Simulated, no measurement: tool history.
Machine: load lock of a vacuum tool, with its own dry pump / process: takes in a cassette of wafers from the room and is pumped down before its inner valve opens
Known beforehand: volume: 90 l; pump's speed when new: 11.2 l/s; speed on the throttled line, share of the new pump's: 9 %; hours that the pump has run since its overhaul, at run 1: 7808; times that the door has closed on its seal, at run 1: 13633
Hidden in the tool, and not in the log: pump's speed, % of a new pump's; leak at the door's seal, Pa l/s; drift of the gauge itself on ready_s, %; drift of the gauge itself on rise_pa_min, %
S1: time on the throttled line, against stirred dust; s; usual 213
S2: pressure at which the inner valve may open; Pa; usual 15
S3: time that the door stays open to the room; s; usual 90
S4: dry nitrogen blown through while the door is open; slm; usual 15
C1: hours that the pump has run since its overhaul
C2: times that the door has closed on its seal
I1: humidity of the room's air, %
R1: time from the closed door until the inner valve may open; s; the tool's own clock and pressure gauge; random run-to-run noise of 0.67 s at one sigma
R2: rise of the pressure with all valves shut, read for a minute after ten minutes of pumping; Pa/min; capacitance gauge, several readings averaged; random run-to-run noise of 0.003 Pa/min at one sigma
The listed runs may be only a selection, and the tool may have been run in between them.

run,hour,S1,S2,S3,S4,C1,C2,I1,R1,R2
1,0,213,15,90,15,7808,13633,41.5,272,0.13
2,541.2,213,15,90,15,8349,14263,45.4,270.3,0.142
3,1099.7,213,15,90,15,8908,14914,41.9,271.7,0.146
4,1336.9,213,15,90,15,9145,15190,47.1,271.3,0.156
5,1796.8,213,15,90,15,9605,15726,44.1,272,0.164
6,2307.9,213,15,90,15,10116,16321,43.8,272.2,0.173
7,2630.8,213,15,90,15,10439,16697,46.7,271.7,0.175
8,2991.1,213,15,90,15,10799,17117,42.8,272.4,0.178
9,3446.7,213,15,90,15,11255,17648,47.4,272.9,0.192
10,3705.9,213,15,90,15,11514,17949,44.3,273.8,0.191
11,4254.5,213,15,90,15,12062,18588,46.6,273.3,0.208
12,4732.3,275,15,90,15,12540,19145,45.4,327.2,0.213
13,5289.1,275,15,90,15,13097,19793,44,330.2,0.227
14,5565.7,213,21,90,15,13374,20116,40,271.8,0.228
15,6017.4,213,21,90,15,13825,20642,42.5,270.1,0.238
16,6382.7,213,21,90,15,14191,21067,45.3,271.5,0.252
17,6795.8,308,14,154,15,14604,21548,44.8,361.4,0.26
18,7341.3,143,13,90,15,15149,22184,44.5,214.6,0.264
19,7865.6,349,16,96,34,15674,22794,47.7,398,0.274
# hour 8383.9: dry pump taken out, an overhauled one fitted
20,8392.5,349,16,114,17,9,23401,45.6,390.2,0.298
21,8794.2,213,29,90,28,410,23869,46.1,260.3,0.283
22,9376.5,296,28,148,23,993,24547,46.3,337.4,0.311
23,9948.8,363,15,90,15,1565,25214,47.7,403.6,0.332
24,10251.1,231,24,37,15,1867,25566,42.3,281.1,0.325
25,10579.8,334,15,75,15,2196,25949,43.7,378.3,0.347
26,10943,276,17,75,25,2559,26372,43.3,322.9,0.354
27,11329.5,276,17,75,25,2946,26822,46.9,323.1,0.367

What will run 28 give?
28,11696.1,276,17,75,25,3312,27249,46.1,?,?

{"run 28": {"R1": 324.4, "R2": 0.37}}
On a tool with no hidden condition, and with the same random variation, this run would have come out at R1 322.8 s, R2 0.018 Pa/min.
